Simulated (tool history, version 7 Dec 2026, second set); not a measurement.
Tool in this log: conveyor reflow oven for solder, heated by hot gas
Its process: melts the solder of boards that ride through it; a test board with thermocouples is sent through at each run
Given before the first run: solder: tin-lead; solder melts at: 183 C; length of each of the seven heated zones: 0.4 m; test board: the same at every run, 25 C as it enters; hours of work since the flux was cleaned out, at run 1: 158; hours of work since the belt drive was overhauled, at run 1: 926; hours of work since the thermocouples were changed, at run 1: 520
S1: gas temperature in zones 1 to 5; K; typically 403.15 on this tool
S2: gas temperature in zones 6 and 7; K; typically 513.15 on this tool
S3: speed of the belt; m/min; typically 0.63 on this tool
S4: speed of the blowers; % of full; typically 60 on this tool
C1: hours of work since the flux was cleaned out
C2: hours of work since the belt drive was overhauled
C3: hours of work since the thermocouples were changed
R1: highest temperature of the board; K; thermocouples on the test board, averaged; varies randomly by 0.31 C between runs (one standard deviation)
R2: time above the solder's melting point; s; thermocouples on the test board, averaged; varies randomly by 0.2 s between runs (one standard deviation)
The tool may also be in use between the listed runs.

Run 1, hour 0: usual settings; C1 158; C2 926; C3 520. Result: R1 495.35 K, R2 59.4 s.
Run 2, hour 39.3: usual settings; C1 180; C2 948; C3 542. Result: R1 495.55 K, R2 59.2 s.
Run 3, hour 68.5: usual settings but S1 410.15 K; C1 196; C2 965; C3 558. Result: R1 495.95 K, R2 62.5 s.
Run 4, hour 117.1: usual settings but S1 410.15 K; C1 224; C2 992; C3 586. Result: R1 495.85 K, R2 62.3 s.
Run 5, hour 155.8: usual settings but S3 0.509 m/min; C1 246; C2 1014; C3 608. Result: R1 501.15 K, R2 79.7 s.
Run 6, hour 190.1: usual settings but S3 0.509 m/min; C1 265; C2 1034; C3 627. Result: R1 500.45 K, R2 79.2 s.
Run 7, hour 228.8: usual settings but S3 0.509 m/min; C1 287; C2 1056; C3 649. Result: R1 500.45 K, R2 79.3 s.
Run 8, hour 271: usual settings but S2 524.15 K; C1 311; C2 1080; C3 673. Result: R1 503.55 K, R2 65 s.
At hour 297.4: flux residue cleaned out of gas plates and filters.
Run 9, hour 328: usual settings but S2 524.15 K; C1 17; C2 1109; C3 703. Result: R1 506.25 K, R2 66.3 s.
Run 10, hour 384.8: usual settings; C1 50; C2 1141; C3 735. Result: R1 495.35 K, R2 60.1 s.
Run 11, hour 425.8: usual settings; C1 73; C2 1165; C3 758. Result: R1 495.35 K, R2 59.7 s.
Run 12, hour 456.8: usual settings; C1 90; C2 1182; C3 776. Result: R1 494.65 K, R2 59.8 s.
Run 13, hour 504.9: usual settings; C1 118; C2 1210; C3 803. Result: R1 495.25 K, R2 59.8 s.
Run 14, hour 543.1: usual settings; C1 139; C2 1231; C3 825. Result: R1 495.45 K, R2 59.5 s.
At hour 572: thermocouples of zones 6 and 7 changed.
Run 15, hour 592.4: usual settings; C1 166; C2 1258; C3 12. Result: R1 496.95 K, R2 61.1 s.
At hour 621.1: belt drive overhauled, speed set with a stopwatch.
Run 16, hour 625: usual settings but S1 413.15 K, S2 504.15 K, S3 0.543 m/min, S4 84 % of full; C1 183; C2 2; C3 28. Result: R1 496.75 K, R2 74.3 s.
Run 17, hour 666.2: usual settings but S1 417.15 K, S2 516.15 K, S3 0.549 m/min, S4 52 % of full; C1 206; C2 26; C3 51. Result: R1 502.95 K, R2 78.1 s.
Run 18, hour 709.9: usual settings but S1 418.15 K, S2 515.15 K, S3 0.714 m/min; C1 231; C2 50; C3 76. Result: R1 494.95 K, R2 55.7 s.
Run 19, hour 748.4: usual settings but S1 418.15 K, S2 515.15 K, S3 0.714 m/min; C1 253; C2 72; C3 98. Result: R1 495.65 K, R2 55.6 s.
Run 20, hour 804.8: usual settings but S1 418.15 K, S2 515.15 K, S3 0.714 m/min; C1 285; C2 104; C3 130. Result: R1 494.95 K, R2 55.6 s.
Run 21, hour 839.7: usual settings but S1 418.15 K, S2 515.15 K, S3 0.714 m/min; C1 304; C2 124; C3 150. Result: R1 495.45 K, R2 55.3 s.
At hour 878.2: flux residue cleaned out of gas plates and filters.
Run 22, hour 881.9: usual settings but S1 418.15 K, S2 515.15 K, S3 0.714 m/min, S4 77 % of full; C1 2; C2 145; C3 171. Result: R1 500.75 K, R2 59.2 s.
Run 23, hour 931.8: usual settings but S2 501.15 K, S3 0.72 m/min; C1 30; C2 174; C3 199. Result: R1 480.65 K, R2 40.6 s.
Run 24, hour 979.4: usual settings but S1 395.15 K, S2 507.15 K, S3 0.72 m/min; C1 57; C2 201; C3 226. Result: R1 485.25 K, R2 41 s.
Run 25, hour 1022.3: usual settings but S1 406.15 K, S2 525.15 K, S4 68 % of full; C1 82; C2 225; C3 251. Result: R1 509.65 K, R2 67.9 s.
Run 26, hour 1057.3: usual settings but S1 406.15 K, S2 525.15 K, S4 88 % of full; C1 102; C2 245; C3 270. Result: R1 513.05 K, R2 69.1 s.
Run 27, hour 1097.3: usual settings but S1 406.15 K, S2 525.15 K, S3 0.644 m/min, S4 88 % of full; C1 124; C2 267; C3 293. Result: R1 512.05 K, R2 67.7 s.
Run 28, hour 1123.5: usual settings but S1 406.15 K, S2 525.15 K, S3 0.644 m/min, S4 88 % of full; C1 139; C2 282; C3 308. Result: R1 512.15 K, R2 67.7 s.
Run 29, hour 1158.1: usual settings but S1 406.15 K, S2 517.15 K, S3 0.508 m/min, S4 88 % of full; C1 159; C2 302; C3 328. Result: R1 509.15 K, R2 85.1 s.

Take each entry between the runs: how does the hidden state at the last listed run before it differ from the hidden state at the first listed run after it?
Logged between run 8 and run 9: flux residue cleaned out of gas plates and filters (hour 297.4)
  heat that the gas passes to the board, % of a clean oven's: 90.5 -> 98.2; belt's true speed, % of the reading: 98.04 -> 97.99; true gas temperature in zones 6 and 7 over the reading, C: -2.16 -> -2.26
  measured less the result without the state, R1: -3.4 -> -1.7 K; R2: -0.6 -> +0.5 s
Logged between run 14 and run 15: thermocouples of zones 6 and 7 changed (hour 572)
  heat that the gas passes to the board, % of a clean oven's: 94.8 -> 94; belt's true speed, % of the reading: 97.77 -> 97.72; true gas temperature in zones 6 and 7 over the reading, C: -2.66 -> 0.02
  measured less the result without the state, R1: -2.7 -> -0.5 K; R2: -0.5 -> +1 s
Logged between run 15 and run 16: belt drive overhauled, speed set with a stopwatch (hour 621.1)
  heat that the gas passes to the board, % of a clean oven's: 94 -> 93.6; belt's true speed, % of the reading: 97.72 -> 100.02; true gas temperature in zones 6 and 7 over the reading, C: 0.02 -> -0.02
  measured less the result without the state, R1: -0.5 -> -1 K; R2: +1 -> -1 s
Logged between run 21 and run 22: flux residue cleaned out of gas plates and filters (hour 878.2)
  heat that the gas passes to the board, % of a clean oven's: 90.1 -> 99.1; belt's true speed, % of the reading: 99.8 -> 99.77; true gas temperature in zones 6 and 7 over the reading, C: -0.42 -> -0.48
  measured less the result without the state, R1: -2.5 -> -0.6 K; R2: -1.6 -> -0.1 s
